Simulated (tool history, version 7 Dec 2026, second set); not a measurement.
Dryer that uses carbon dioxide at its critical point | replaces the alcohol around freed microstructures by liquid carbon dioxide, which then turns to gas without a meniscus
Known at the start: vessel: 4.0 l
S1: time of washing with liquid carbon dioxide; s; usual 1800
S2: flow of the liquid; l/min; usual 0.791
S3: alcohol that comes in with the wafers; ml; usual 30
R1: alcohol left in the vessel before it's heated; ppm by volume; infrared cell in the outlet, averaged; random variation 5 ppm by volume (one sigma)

| run | hour | S1 | S2 | S3 | R1 |
|---|---|---|---|---|---|
| 1 | 0 | 1800 | 0.791 | 30 | 76 |
| 2 | 8.5 | 1800 | 0.791 | 30 | 70 |
| 3 | 17 | 1800 | 0.791 | 30 | 82 |
| 4 | 21.6 | 1800 | 0.791 | 30 | 81 |
| 5 | 28.7 | 2400 | 0.791 | 30 | 31 |
| 6 | 37.6 | 2400 | 0.791 | 30 | 22 |
| 7 | 44 | 2400 | 0.791 | 30 | 22 |
| 8 | 51 | 2400 | 0.791 | 30 | 30 |
| 9 | 57.6 | 1800 | 0.791 | 61 | 138 |
| 10 | 66.1 | 1800 | 0.791 | 61 | 128 |
| 11 | 72.9 | 2040 | 0.791 | 30 | 50 |
| 12 | 80.6 | 2040 | 0.791 | 30 | 59 |
| 13 | 85.2 | 2040 | 0.791 | 30 | 57 |
| 14 | 90.6 | 1860 | 1.201 | 81 | 24 |
| 15 | 97.5 | 1860 | 1.201 | 81 | 29 |
| 16 | 106.7 | 1860 | 1.201 | 81 | 27 |
| 17 | 112.2 | 1260 | 0.8 | 42 | 358 |
| 18 | 116.2 | 1620 | 0.978 | 21 | 49 |
| 19 | 122.5 | 1980 | 0.76 | 30 | 68 |
| 20 | 130.2 | 1980 | 0.76 | 31 | 75 |
| 21 | 137 | 1320 | 1.289 | 30 | 44 |
| 22 | 145.8 | 1320 | 1.289 | 30 | 53 |
| 23 | 155.1 | 1800 | 0.953 | 55 | 69 |
| 24 | 161.1 | 1800 | 0.523 | 20 | 231 |
| 25 | 168.2 | 2340 | 1.34 | 49 | 24 |
| 26 | 177.1 | 1800 | 0.791 | 34 | 93 |

4 ways to go on from here, each from the tool as it stands after run 26. What would each give?
| A | 182.8 | 1380 | 0.791 | 81 | ? |
| B | 182.8 | 2220 | 1.055 | 34 | ? |
| C | 182.8 | 1800 | 0.791 | 81 | ? |
| D | 182.8 | 1800 | 1.281 | 34 | ? |

| run | R1 |
|---|---|
| A | 543 |
| B | 16 |
| C | 190 |
| D | 25 |
Without the tool's hidden state the same runs would have given:
| run | R1 |
|---|---|
| A | 314 |
| B | 0 |
| C | 87 |
| D | 3 |
